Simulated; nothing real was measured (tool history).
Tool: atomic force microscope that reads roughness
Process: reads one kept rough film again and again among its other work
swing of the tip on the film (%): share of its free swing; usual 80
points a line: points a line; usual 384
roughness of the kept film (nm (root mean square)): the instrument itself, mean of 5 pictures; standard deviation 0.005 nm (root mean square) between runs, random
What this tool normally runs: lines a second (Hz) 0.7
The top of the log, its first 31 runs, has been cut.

run	hour	lines a second (Hz)	swing of the tip on the film (%)	points a line	pictures with this tip	hours of work since the height scale was calibrated	roughness of the kept film (nm (root mean square))
32	382.6	2.178	57	690	239	236	0.655
33	398.3	0.692	65	384	256	242	0.655
34	414.9	0.735	65	583	275	249	0.637
35	424.9	0.735	65	583	286	253	0.643
36	438.7	0.77	60	384	301	258	0.638
37	447.3	0.864	88	346	311	262	0.589
# hour 449: new tip fitted
38	462.9	0.904	64	1017	16	268	0.768
39	477.7	1.07	87	639	33	274	0.719
40	487.1	1.087	68	655	43	278	0.741
41	495.5	2.075	66	353	52	281	0.711
42	510.3	0.665	56	384	69	287	0.739
43	522.6	0.665	56	384	83	292	0.728
44	529.6	1.511	56	384	91	295	0.725
45	539.4	0.61	56	589	102	299	0.731
46	556.7	0.61	56	589	121	306	0.718
47	567.8	1.203	88	307	133	310	0.645
48	575.6	0.7	56	672	142	313	0.695
49	584	3.103	80	260	151	317	0.599
50	591.9	1.665	73	473	160	320	0.669
51	598.9	1.665	73	473	168	323	0.662
52	614.5	1.665	73	473	186	329	0.661

Here are 5 independent what-if runs from the current tool condition. What would each one return?
A	626.4	1.665	74	473	199	334	?
B	626.4	0.602	80	473	199	334	?
C	626.4	0.807	84	305	199	334	?
D	626.4	0.7	58	489	199	334	?
E	626.4	1.831	58	271	199	334	?

run	roughness of the kept film (nm (root mean square))
A	0.651
B	0.664
C	0.648
D	0.686
E	0.657
Stripped of hidden state, with their random variation kept, the same runs would have yielded:
run	roughness of the kept film (nm (root mean square))
A	0.746
B	0.761
C	0.742
D	0.786
E	0.753

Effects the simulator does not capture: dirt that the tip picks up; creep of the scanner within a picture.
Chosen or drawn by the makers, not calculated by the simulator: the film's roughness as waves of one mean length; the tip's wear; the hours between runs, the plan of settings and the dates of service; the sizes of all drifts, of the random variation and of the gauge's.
